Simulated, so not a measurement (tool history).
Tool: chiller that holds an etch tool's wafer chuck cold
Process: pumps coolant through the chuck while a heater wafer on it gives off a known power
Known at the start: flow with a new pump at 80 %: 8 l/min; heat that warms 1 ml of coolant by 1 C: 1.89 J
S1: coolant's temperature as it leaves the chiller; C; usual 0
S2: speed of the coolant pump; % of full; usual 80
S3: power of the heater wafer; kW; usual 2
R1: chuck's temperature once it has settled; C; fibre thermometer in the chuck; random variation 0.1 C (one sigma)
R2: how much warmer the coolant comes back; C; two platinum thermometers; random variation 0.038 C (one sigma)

Run 1, day 0: usual settings. Result: R1 18 C, R2 9.04 C.
Run 2, day 4.788: usual settings. Result: R1 17.9 C, R2 9.02 C.
Run 3, day 9.429: usual settings but S1 2 C. Result: R1 20 C, R2 9.04 C.
Run 4, day 14.55: usual settings. Result: R1 18.2 C, R2 9.06 C.
Run 5, day 20.096: usual settings. Result: R1 18.2 C, R2 9.08 C.
Run 6, day 26.738: usual settings but S3 2.948 kW. Result: R1 27.2 C, R2 13.52 C.
Run 7, day 32.225: usual settings but S3 2.948 kW. Result: R1 27.1 C, R2 13.55 C.
Run 8, day 35.325: usual settings but S1 -7 C. Result: R1 11.4 C, R2 9.21 C.
Run 9, day 41.096: usual settings but S1 -7 C. Result: R1 11.5 C, R2 9.22 C.
Run 10, day 43.946: usual settings but S1 -4 C. Result: R1 14.8 C, R2 9.34 C.
Run 11, day 48.875: usual settings but S1 -4 C. Result: R1 14.6 C, R2 9.35 C.
Run 12, day 52.562: usual settings but S3 1.574 kW. Result: R1 14.5 C, R2 7.28 C.
Run 13, day 56.975: usual settings but S3 1.574 kW. Result: R1 14.8 C, R2 7.43 C.
Run 14, day 61.696: usual settings but S1 1 C, S3 1.574 kW. Result: R1 15.7 C, R2 7.41 C.
Run 15, day 68.021: usual settings but S1 1 C, S2 82 % of full, S3 2.337 kW. Result: R1 22.7 C, R2 10.8 C.
At day 68.7: coolant pump overhauled.
Run 16, day 71.412: usual settings but S1 1 C, S2 77 % of full, S3 1.909 kW. Result: R1 21.1 C, R2 10.45 C.
Run 17, day 74.158: usual settings but S2 90 % of full, S3 2.728 kW. Result: R1 25.5 C, R2 12.62 C.
Run 18, day 80.883: usual settings but S1 -6 C, S2 74 % of full, S3 1.719 kW. Result: R1 12.9 C, R2 9.81 C.
At day 82.421: chiller's thermometer calibrated.
Run 19, day 85.733: usual settings but S1 1 C, S2 64 % of full, S3 1.591 kW. Result: R1 21.2 C, R2 10.54 C.
At day 86.562: coolant pump overhauled, once more.
Run 20, day 90.088: usual settings but S1 1 C, S2 67 % of full, S3 1.591 kW. Result: R1 16.4 C, R2 7.57 C.
Run 21, day 93.258: usual settings but S1 -2 C, S2 92 % of full, S3 1.591 kW. Result: R1 10 C, R2 5.47 C.
Run 22, day 96.3: usual settings but S1 -6 C, S2 77 % of full, S3 1.942 kW. Result: R1 11.1 C, R2 8.15 C.
Run 23, day 100.9: usual settings but S1 -3 C, S3 1.525 kW. Result: R1 9.9 C, R2 6.07 C.
Run 24, day 106.567: usual settings but S1 -5 C, S2 93 % of full, S3 1.525 kW. Result: R1 6.3 C, R2 5.25 C.
Run 25, day 111.683: usual settings but S1 2 C, S2 90 % of full, S3 1.63 kW. Result: R1 14.7 C, R2 5.81 C.
Run 26, day 117.675: usual settings but S1 9 C, S2 67 % of full, S3 1.498 kW. Result: R1 23.7 C, R2 7.27 C.
Run 27, day 123.946: usual settings but S1 9 C, S2 67 % of full, S3 1.498 kW. Result: R1 23.8 C, R2 7.26 C.
Run 28, day 129.492: usual settings but S2 67 % of full, S3 1.307 kW. Result: R1 13.1 C, R2 6.34 C.

4 ways to go on from here, each from the tool as it stands after run 28. What would each give?
Run A, day 132.925: usual settings but S1 -4 C. Result: R1 ?, R2 ?.
Run B, day 132.925: usual settings but S1 -2 C, S2 66 % of full, S3 2.41 kW. Result: R1 ?, R2 ?.
Run C, day 132.925: usual settings but S1 2 C, S2 90 % of full, S3 1.093 kW. Result: R1 ?, R2 ?.
Run D, day 132.925: usual settings but S1 8 C, S2 67 % of full, S3 1.307 kW. Result: R1 ?, R2 ?.

run    R1     R2
  A  13.4    8.1
  B  22.6  11.96
  C  10.6   3.92
  D  21.1   6.41
Without the tool's hidden state the same runs would have given:
run    R1     R2
  A    12    7.9
  B  20.7  11.65
  C   9.9   3.82
  D  20.1   6.25
